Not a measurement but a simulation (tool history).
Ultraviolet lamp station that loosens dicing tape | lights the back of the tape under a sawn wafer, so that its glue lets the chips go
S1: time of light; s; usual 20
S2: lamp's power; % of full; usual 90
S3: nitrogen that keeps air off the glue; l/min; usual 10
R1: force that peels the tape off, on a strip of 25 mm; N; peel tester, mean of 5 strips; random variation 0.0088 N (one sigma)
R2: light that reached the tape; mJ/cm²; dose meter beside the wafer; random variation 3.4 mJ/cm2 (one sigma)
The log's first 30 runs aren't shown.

run    hour  S1  S2  S3     R1    R2
 31  1685.0  34  69  11  0.206   713
 32  1726.7  39  90  10  0.142  1065
     1778.2  -- lamp changed
     1798.4  -- window cleaned of glue's vapour
 33  1803.6  39  95  10  0.148  1126
 34  1862.4  10  90   6  2.237   265
 35  1933.8  18  62  10  1.112   340
 36  2003.6  31  92  10  0.158   870
 37  2042.6  22  94   3  0.893   631
 38  2116.2  22  94   8  0.340   627
 39  2168.4  22  94   8  0.314   633
 40  2226.9  22  94   8  0.330   630
 41  2294.1  22  94   8  0.342   627
 42  2341.5  21  90  14  0.255   579

Forecast each of these 4 alternatives for the next run:
  A  2382.5  28  70   4   ?   ?
  B  2382.5  20  90  13   ?   ?
  C  2382.5  20  68  10   ?   ?
  D  2382.5  25  80  20   ?   ?

run     R1   R2
  A  0.784  592
  B  0.296  545
  C  0.717  412
  D  0.190  606
Without the tool's hidden state the same runs would have given:
run     R1   R2
  A  0.782  593
  B  0.295  546
  C  0.715  413
  D  0.190  607

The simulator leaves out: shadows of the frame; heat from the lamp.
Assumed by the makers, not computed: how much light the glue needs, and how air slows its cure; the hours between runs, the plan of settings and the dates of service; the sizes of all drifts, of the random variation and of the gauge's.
